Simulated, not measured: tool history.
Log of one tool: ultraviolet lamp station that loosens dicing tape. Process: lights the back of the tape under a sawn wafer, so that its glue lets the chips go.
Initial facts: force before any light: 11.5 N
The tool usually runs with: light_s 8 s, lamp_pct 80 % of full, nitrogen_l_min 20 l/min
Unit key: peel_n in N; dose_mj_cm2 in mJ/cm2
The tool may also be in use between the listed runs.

run,day,light_s,lamp_pct,nitrogen_l_min,peel_n,dose_mj_cm2
1,0.000,8,80,20,0.454,223
2,1.196,5,80,20,1.515,139
3,2.162,5,80,20,1.504,139
4,3.075,11,80,20,0.174,299
5,3.929,11,80,20,0.173,300
6,4.775,11,80,20,0.172,297
7,5.742,11,80,20,0.190,293
8,6.304,8,80,20,0.535,216
9,7.588,8,80,20,0.529,211
10,8.300,8,80,20,0.548,210
11,9.075,8,80,20,0.550,206
12,10.225,8,80,20,0.573,209
13,11.504,8,80,20,0.559,206
14,12.167,8,61,20,1.152,158
15,13.017,14,80,17,0.126,356
16,14.296,14,95,17,0.096,420
17,15.217,14,95,17,0.091,417
18,15.771,8,80,22,0.570,198
19,16.604,11,71,22,0.301,243
20,17.633,5,68,19,2.421,102
21,18.296,8,95,22,0.358,232
22,19.008,8,72,39,0.448,175
23,19.879,8,80,17,0.792,188
24,20.950,4,100,12,2.665,120
# day 21.233: window cleaned of glue's vapour
25,21.688,8,68,11,1.232,195
26,22.371,6,87,11,1.344,188

Below, some changes in peel_n between adjacent runs. For each, the amount present without the hidden state too (settings, incoming material, random variation) and the amount remaining for the hidden state with gauge scatter not shared by both compared results:
Hidden state at play: lamp's light, % of a new lamp's; light that the window lets through, % of a clean one's; drift of the gauge itself on peel_n, %; drift of the gauge itself on dose_mj_cm2, %.
Run 19 -> 20: light_s 11 -> 5, lamp_pct 71 -> 68, nitrogen_l_min 22 -> 19. peel_n +2.120 N: hidden state +0.603, all else +1.517.
Run 20 -> 21: light_s 5 -> 8, lamp_pct 68 -> 95, nitrogen_l_min 19 -> 22. peel_n -2.063 N: hidden state -0.572, all else -1.491.
Run 24 -> 25: light_s 4 -> 8, lamp_pct 100 -> 68, nitrogen_l_min 12 -> 11, window cleaned of glue's vapour. peel_n -1.433 N: hidden state -0.705, all else -0.728.

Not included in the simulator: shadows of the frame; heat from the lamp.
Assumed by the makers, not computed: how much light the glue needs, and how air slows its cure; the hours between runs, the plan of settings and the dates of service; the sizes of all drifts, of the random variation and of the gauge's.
